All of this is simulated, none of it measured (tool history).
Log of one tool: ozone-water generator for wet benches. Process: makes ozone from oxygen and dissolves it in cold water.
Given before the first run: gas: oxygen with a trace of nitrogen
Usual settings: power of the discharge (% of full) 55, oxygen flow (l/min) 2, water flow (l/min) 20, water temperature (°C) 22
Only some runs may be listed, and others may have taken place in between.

| run | day | power of the discharge (% of full) | oxygen flow (l/min) | water flow (l/min) | water temperature (°C) | dissolved ozone (ppm) | ozone in the gas ahead of the water (g/m3) |
|---|---|---|---|---|---|---|---|
| 1 | 0 | 55 | 2 | 20 | 22 | 13.1 | 224.6 |
|  | 1.312 | contactor cleaned |
| 2 | 2.621 | 55 | 2 | 20 | 22 | 13 | 223.8 |
| 3 | 3.971 | 55 | 2 | 20 | 22 | 12.8 | 225.5 |
| 4 | 5.129 | 46 | 2 | 20 | 22 | 11.2 | 197 |
| 5 | 6.471 | 55 | 2 | 19 | 22 | 13.5 | 224.4 |
| 6 | 7.9 | 55 | 2 | 19 | 16 | 14.2 | 222.3 |
| 7 | 9.075 | 55 | 2 | 20 | 26 | 12.4 | 224.8 |
|  | 10.896 | contactor cleaned, once more |
| 8 | 11.196 | 55 | 2 | 20 | 17 | 13.6 | 224.7 |
| 9 | 12.462 | 88 | 2 | 20 | 17 | 19.3 | 309.9 |
| 10 | 13.712 | 55 | 2 | 20 | 19 | 13.4 | 223.4 |
| 11 | 14.833 | 55 | 2 | 20 | 19 | 13.5 | 224.2 |
| 12 | 17.233 | 48 | 2 | 20 | 19 | 12.1 | 201 |
| 13 | 19.742 | 84 | 2 | 20 | 19 | 17.7 | 299.2 |
| 14 | 21.012 | 84 | 2 | 20 | 19 | 18 | 298.9 |
| 15 | 22.342 | 84 | 2 | 20 | 19 | 18.1 | 301 |
| 16 | 24.6 | 84 | 2 | 20 | 19 | 17.7 | 299 |
| 17 | 26.496 | 84 | 2 | 20 | 19 | 17.8 | 300.1 |
| 18 | 27.829 | 55 | 1.63 | 20 | 22 | 12.2 | 243.5 |
| 19 | 30 | 55 | 2 | 13 | 22 | 18.8 | 220.8 |
| 20 | 31.475 | 55 | 1.29 | 13 | 16 | 18.1 | 274.1 |
| 21 | 33.575 | 97 | 2.67 | 20 | 26 | 19.1 | 284.1 |
| 22 | 35.167 | 70 | 1.46 | 23 | 22 | 12.3 | 301.6 |
| 23 | 36.208 | 70 | 1.46 | 23 | 22 | 12.3 | 303.9 |
| 24 | 37.504 | 55 | 2 | 20 | 23 | 12.9 | 220 |
| 25 | 39.708 | 55 | 2 | 20 | 23 | 12.6 | 219.8 |
| 26 | 40.854 | 55 | 2 | 20 | 23 | 12.8 | 220.2 |
| 27 | 42.754 | 55 | 2 | 20 | 23 | 12.8 | 218.5 |
| 28 | 44.738 | 83 | 2 | 20 | 26 | 16.4 | 292.7 |
| 29 | 45.929 | 83 | 1.6 | 12 | 20 | 25.6 | 326.2 |
| 30 | 47.612 | 74 | 1.48 | 27 | 19 | 11 | 313.5 |
| 31 | 49.6 | 82 | 1.48 | 13 | 19 | 23.6 | 336.7 |
| 32 | 51.329 | 49 | 1.48 | 29 | 23 | 7.5 | 233.7 |
| 33 | 52.862 | 49 | 1.48 | 29 | 23 | 7.4 | 233.3 |

Each run again, without the hidden state but with its own random variation kept:
The hidden state here: yield of the discharge, % of new electrodes'; contactor's efficiency, % of a clean one's; true water temperature over the reading, C; drift of the gauge itself on ozone_ppm, %; drift of the gauge itself on gas_g_m3, %.
| run | dissolved ozone (ppm) | ozone in the gas ahead of the water (g/m3) |
|---|---|---|
| 1 | 13.6 | 230 |
| 2 | 13.6 | 229.5 |
| 3 | 13.5 | 231.3 |
| 4 | 11.7 | 201.5 |
| 5 | 14.1 | 230.6 |
| 6 | 14.9 | 228.6 |
| 7 | 13 | 231.3 |
| 8 | 14 | 231.5 |
| 9 | 20.1 | 323.5 |
| 10 | 13.8 | 230.5 |
| 11 | 13.9 | 231.5 |
| 12 | 12.5 | 207 |
| 13 | 18.6 | 313.7 |
| 14 | 19 | 313.6 |
| 15 | 19.1 | 316.1 |
| 16 | 18.7 | 314.6 |
| 17 | 18.9 | 316.2 |
| 18 | 12.7 | 253.2 |
| 19 | 19.6 | 229.9 |
| 20 | 18.9 | 285.6 |
| 21 | 20.5 | 302.6 |
| 22 | 13 | 317.8 |
| 23 | 13 | 320.5 |
| 24 | 13.5 | 230 |
| 25 | 13.2 | 230.2 |
| 26 | 13.5 | 230.7 |
| 27 | 13.5 | 229.2 |
| 28 | 17.6 | 312.8 |
| 29 | 27.5 | 348.9 |
| 30 | 11.8 | 334 |
| 31 | 25.5 | 360.9 |
| 32 | 7.9 | 245.1 |
| 33 | 7.8 | 244.9 |
